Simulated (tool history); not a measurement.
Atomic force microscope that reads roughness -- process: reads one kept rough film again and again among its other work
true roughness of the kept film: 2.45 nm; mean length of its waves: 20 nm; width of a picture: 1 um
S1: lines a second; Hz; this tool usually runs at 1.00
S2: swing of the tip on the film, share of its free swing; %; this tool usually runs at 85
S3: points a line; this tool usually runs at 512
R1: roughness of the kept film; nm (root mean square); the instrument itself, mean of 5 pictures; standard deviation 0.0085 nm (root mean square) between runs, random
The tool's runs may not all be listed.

| run | hour | S1 | S2 | S3 | R1 |
|---|---|---|---|---|---|
| 1 | 0.0 | 1.00 | 85 | 512 | 1.523 |
|  | 5.9 | new tip fitted |
| 2 | 8.9 | 1.00 | 85 | 512 | 1.815 |
| 3 | 14.0 | 0.82 | 85 | 512 | 1.792 |
| 4 | 19.9 | 0.82 | 85 | 512 | 1.714 |
| 5 | 27.4 | 0.82 | 85 | 512 | 1.626 |
| 6 | 37.3 | 1.00 | 65 | 512 | 1.614 |
|  | 46.7 | new tip fitted |
| 7 | 47.5 | 1.00 | 65 | 512 | 1.951 |
| 8 | 53.8 | 0.57 | 85 | 512 | 1.827 |
| 9 | 63.3 | 1.00 | 61 | 512 | 1.773 |
| 10 | 71.8 | 1.00 | 74 | 512 | 1.633 |
| 11 | 79.0 | 1.00 | 85 | 512 | 1.477 |
| 12 | 84.6 | 1.00 | 85 | 512 | 1.438 |
|  | 87.2 | new tip fitted |
| 13 | 93.2 | 1.00 | 85 | 512 | 1.799 |
| 14 | 101.9 | 1.00 | 85 | 734 | 1.693 |
| 15 | 108.0 | 1.00 | 85 | 842 | 1.624 |
| 16 | 112.2 | 1.00 | 65 | 512 | 1.700 |
| 17 | 116.6 | 1.00 | 68 | 512 | 1.655 |
| 18 | 120.8 | 2.18 | 68 | 512 | 1.519 |
|  | 127.9 | new tip fitted |
| 19 | 128.3 | 1.00 | 85 | 512 | 1.859 |
| 20 | 137.2 | 1.00 | 85 | 551 | 1.725 |
| 21 | 143.6 | 1.00 | 85 | 551 | 1.665 |
| 22 | 150.3 | 1.00 | 85 | 551 | 1.606 |
| 23 | 156.1 | 1.00 | 85 | 551 | 1.530 |
| 24 | 161.3 | 1.00 | 85 | 551 | 1.484 |
| 25 | 165.3 | 1.00 | 85 | 551 | 1.464 |
|  | 169.0 | new tip fitted |
| 26 | 175.2 | 1.00 | 85 | 551 | 1.790 |
| 27 | 183.5 | 1.71 | 76 | 739 | 1.685 |
| 28 | 189.6 | 1.01 | 83 | 512 | 1.630 |
| 29 | 193.7 | 2.21 | 74 | 512 | 1.539 |
| 30 | 202.8 | 2.43 | 85 | 512 | 1.309 |
| 31 | 208.2 | 2.95 | 63 | 330 | 1.458 |
|  | 209.6 | new tip fitted |
| 32 | 217.8 | 1.99 | 63 | 330 | 1.792 |
| 33 | 222.8 | 1.99 | 63 | 330 | 1.756 |
| 34 | 226.9 | 1.99 | 63 | 330 | 1.715 |
| 35 | 235.1 | 0.78 | 63 | 1016 | 1.703 |
| 36 | 242.0 | 1.00 | 78 | 512 | 1.536 |
| 37 | 248.6 | 1.37 | 78 | 403 | 1.442 |
|  | 250.2 | new tip fitted |
| 38 | 258.9 | 1.37 | 78 | 403 | 1.749 |
| 39 | 265.2 | 1.41 | 88 | 498 | 1.561 |
| 40 | 269.8 | 0.61 | 89 | 470 | 1.655 |
| 41 | 276.8 | 0.94 | 83 | 470 | 1.541 |
| 42 | 285.1 | 2.88 | 83 | 512 | 1.280 |
| 43 | 290.1 | 2.88 | 83 | 512 | 1.246 |
|  | 291.1 | new tip fitted |
| 44 | 299.4 | 2.88 | 83 | 512 | 1.508 |
| 45 | 309.2 | 2.88 | 83 | 512 | 1.412 |
| 46 | 317.1 | 0.64 | 60 | 580 | 1.706 |
| 47 | 322.4 | 0.64 | 65 | 471 | 1.631 |
| 48 | 330.2 | 2.67 | 78 | 599 | 1.335 |
|  | 332.4 | new tip fitted |
| 49 | 339.7 | 3.57 | 75 | 308 | 1.551 |
| 50 | 345.9 | 1.12 | 75 | 278 | 1.711 |
| 51 | 350.0 | 0.56 | 85 | 512 | 1.727 |
| 52 | 357.3 | 0.93 | 60 | 707 | 1.700 |

Hidden state or all else? Some run-to-run changes of R1, split into what the settings, what came in and random variation would give without the hidden state, and what is left for the hidden state (with any gauge scatter that isn't in both results):
Hidden state at play: radius of the tip, nm; height scale over the true one, %; drift of the gauge itself on roughness_nm, %.
Run 6 -> 7: new tip fitted. R1 +0.337 nm (root mean square): hidden state +0.336, all else +0.001.
Run 12 -> 13: new tip fitted. R1 +0.361 nm (root mean square): hidden state +0.360, all else +0.001.
Run 18 -> 19: S1 2.18 -> 1.00, S2 68 -> 85, new tip fitted. R1 +0.340 nm (root mean square): hidden state +0.353, all else -0.013.
